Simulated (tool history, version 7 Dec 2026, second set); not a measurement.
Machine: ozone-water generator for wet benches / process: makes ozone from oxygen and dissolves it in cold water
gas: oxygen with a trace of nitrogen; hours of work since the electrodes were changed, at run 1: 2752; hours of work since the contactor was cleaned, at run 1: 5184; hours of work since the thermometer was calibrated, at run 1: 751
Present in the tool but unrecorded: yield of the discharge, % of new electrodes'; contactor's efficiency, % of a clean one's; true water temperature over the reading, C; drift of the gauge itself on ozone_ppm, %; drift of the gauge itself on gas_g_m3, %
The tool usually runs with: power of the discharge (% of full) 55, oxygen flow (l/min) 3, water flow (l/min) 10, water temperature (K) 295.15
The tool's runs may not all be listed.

run    hour  power of the discharge (% of full)  oxygen flow (l/min)  water flow (l/min)  water temperature (K)  hours of work since the electrodes were changed  hours of work since the contactor was cleaned  hours of work since the thermometer was calibrated  dissolved ozone (ppm)  ozone in the gas ahead of the water (g/m3)
  1       0                                  55                    3                  10                 295.15                                             2752                                           5184                                                 751                   16.2                                       182.2
  2    57.6                                  55                    3                  10                 295.15                                             2800                                           5231                                                 798                     16                                       180.1
  3   122.4                                  55                    3                  10                 295.15                                             2854                                           5285                                                 852                   16.2                                       181.1
  4   163.4                                  55                    3                  10                 295.15                                             2888                                           5319                                                 886                     16                                       178.9
  5   257.1                                  55                    3                  10                 295.15                                             2966                                           5397                                                 964                     16                                       180.4
  6   339.8                                  55                    3                  10                 295.15                                             3035                                           5466                                                1033                   16.1                                       180.2
  7     393                                  75                    3                  10                 295.15                                             3079                                           5510                                                1077                   20.4                                       227.8
  8   446.3                                  75                    3                  10                 295.15                                             3123                                           5555                                                1122                   20.7                                       228.5
  9   511.1                                  75                    3                  10                 295.15                                             3177                                           5608                                                1175                   20.3                                       228.6
 10   596.1                                  55                    3                  10                 295.15                                             3248                                           5679                                                1246                     16                                       179.8
 11   674.6                                  55                    3                  10                 295.15                                             3313                                           5744                                                1311                   16.2                                       177.9
 12   718.5                                  55                    3                  10                 295.15                                             3350                                           5781                                                1348                   15.8                                       179.3
 13   794.8                                  64                 3.12                  10                 295.15                                             3413                                           5844                                                1411                   17.8                                       196.8
 14   836.5                                  77                 3.12                  10                 288.15                                             3448                                           5879                                                1446                   23.3                                       228.6
 15     919                                  55                 1.61                  10                 295.15                                             3516                                           5947                                                1514                   14.9                                       233.9
 16   995.2                                  40                 1.61                  13                 296.15                                             3579                                           6011                                                1578                    8.3                                         183
 17  1047.5                                  45                 1.61                   6                 292.15                                             3623                                           6054                                                1621                   21.8                                       199.8
 18    1118                                  45                 1.61                   6                 292.15                                             3682                                           6113                                                1680                   21.8                                       199.9
 19  1204.6                                  45                    3                  10                 289.15                                             3754                                           6185                                                1752                     15                                       152.7
 20  1273.3                                  45                 2.25                  10                 289.15                                             3811                                           6242                                                1809                   14.3                                       173.2

Consider 5 possible next runs. They are alternatives, not a sequence: every one starts from the tool as it was left by run 20. What does each give?
  A  1324.9                                  55                    3                  10                 303.15                                             3854                                           6285                                                1852                      ?                                           ?
  B  1324.9                                  55                    3                  10                 297.15                                             3854                                           6285                                                1852                      ?                                           ?
  C  1324.9                                  42                 2.25                  10                 289.15                                             3854                                           6285                                                1852                      ?                                           ?
  D  1324.9                                  45                 4.06                  11                 289.15                                             3854                                           6285                                                1852                      ?                                           ?
  E  1324.9                                  70                  2.1                  11                 289.15                                             3854                                           6285                                                1852                      ?                                           ?

run  dissolved ozone (ppm)  ozone in the gas ahead of the water (g/m3)
  A                   13.8                                       178.7
  B                   15.2                                       175.6
  C                   13.5                                       165.6
  D                   13.8                                       132.9
  E                   17.8                                       249.7
Take away the tool's hidden state, keep each run's random variation, and the runs would have read:
run  dissolved ozone (ppm)  ozone in the gas ahead of the water (g/m3)
  A                   15.6                                       185.1
  B                   17.2                                       181.9
  C                   15.1                                       169.9
  D                   15.5                                       136.7
  E                   20.4                                       260.8

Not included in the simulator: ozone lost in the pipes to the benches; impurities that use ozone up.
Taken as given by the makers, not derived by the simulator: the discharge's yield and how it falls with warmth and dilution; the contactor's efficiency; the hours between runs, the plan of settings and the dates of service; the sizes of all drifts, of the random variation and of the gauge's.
